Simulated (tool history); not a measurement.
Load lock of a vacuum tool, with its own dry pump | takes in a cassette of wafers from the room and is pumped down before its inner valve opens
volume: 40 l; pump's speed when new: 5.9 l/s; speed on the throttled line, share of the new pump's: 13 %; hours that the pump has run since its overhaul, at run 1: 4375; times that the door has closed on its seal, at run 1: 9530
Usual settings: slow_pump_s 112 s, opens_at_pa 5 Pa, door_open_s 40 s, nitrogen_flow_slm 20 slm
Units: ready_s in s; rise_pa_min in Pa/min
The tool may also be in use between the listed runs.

run,hour,slow_pump_s,opens_at_pa,door_open_s,nitrogen_flow_slm,hours that the pump has run since its overhaul,times that the door has closed on its seal,"incoming humidity of the room's air, %",ready_s,rise_pa_min
1,0.0,112,5,40,20,4375,9530,49.1,168.2,0.073
2,98.3,112,5,40,20,4473,9809,48.7,168.6,0.069
3,201.1,112,9,40,20,4576,10100,44.5,164.4,0.066
4,309.0,112,5,40,20,4684,10406,47.1,168.7,0.075
5,418.2,112,5,40,20,4793,10715,45.7,167.1,0.076
6,541.1,112,5,40,20,4916,11063,43.6,168.5,0.072
7,642.6,112,5,40,20,5017,11351,46.7,170.6,0.074
8,726.3,112,5,40,20,5101,11588,44.1,168.9,0.072
9,854.9,112,5,40,20,5229,11952,42.8,170.7,0.068
10,946.6,112,5,38,20,5321,12212,41.7,169.6,0.076
11,1100.2,112,5,38,20,5475,12647,44.9,167.7,0.075
12,1176.8,112,5,38,20,5551,12864,45.2,171.0,0.073
13,1329.2,112,5,38,20,5704,13296,42.5,170.5,0.076
14,1443.3,112,5,38,20,5818,13619,45.1,169.6,0.072
15,1552.2,112,5,40,20,5927,13928,41.1,169.9,0.076
16,1626.0,112,5,40,20,6001,14137,42.8,169.0,0.087
17,1748.1,112,5,40,20,6123,14483,47.0,170.1,0.082
18,1850.6,112,5,40,20,6225,14773,46.5,171.9,0.081
19,1987.3,112,10,132,41,6362,15161,45.4,165.4,0.115
20,2094.4,112,5,40,20,6469,15464,47.0,170.2,0.085
21,2239.1,141,9,41,20,6614,15874,41.0,190.5,0.084
22,2311.0,80,4,109,8,6686,16078,44.0,143.5,0.153
23,2379.9,58,9,109,8,6754,16273,45.8,119.2,0.154
24,2466.7,112,5,40,7,6841,16519,44.9,170.1,0.103
25,2562.6,112,5,40,7,6937,16791,42.5,171.5,0.099
26,2696.1,112,6,40,7,7071,17169,47.3,168.3,0.113
27,2766.1,112,6,40,7,7141,17367,45.7,170.7,0.109
28,2874.3,58,5,71,7,7249,17674,42.5,124.1,0.127
29,2976.9,58,5,71,21,7351,17965,48.8,124.8,0.118
30,3045.5,58,5,71,21,7420,18159,45.7,123.2,0.111
31,3173.5,58,8,93,7,7548,18522,45.5,119.7,0.146
32,3274.8,58,8,93,7,7649,18809,46.1,120.4,0.156
33,3383.4,158,5,40,20,7758,19116,43.7,212.2,0.094
34,3482.0,180,5,40,20,7857,19396,46.1,226.6,0.104
35,3633.7,112,5,74,20,8008,19826,43.8,170.9,0.124
36,3779.2,206,5,40,20,8154,20238,43.6,252.4,0.104

3 ways to go on from here, each from the tool as it stands after run 36. What would each give?
A,3917.0,141,5,69,23,8292,20628,44.9,?,?
B,3917.0,173,7,40,13,8292,20628,42.9,?,?
C,3917.0,111,5,63,20,8292,20628,44.6,?,?

run,ready_s,rise_pa_min
A,197.4,0.119
B,221.4,0.110
C,171.3,0.124
Without the tool's hidden state the same runs would have given:
run,ready_s,rise_pa_min
A,192.0,0.060
B,216.7,0.049
C,165.3,0.064

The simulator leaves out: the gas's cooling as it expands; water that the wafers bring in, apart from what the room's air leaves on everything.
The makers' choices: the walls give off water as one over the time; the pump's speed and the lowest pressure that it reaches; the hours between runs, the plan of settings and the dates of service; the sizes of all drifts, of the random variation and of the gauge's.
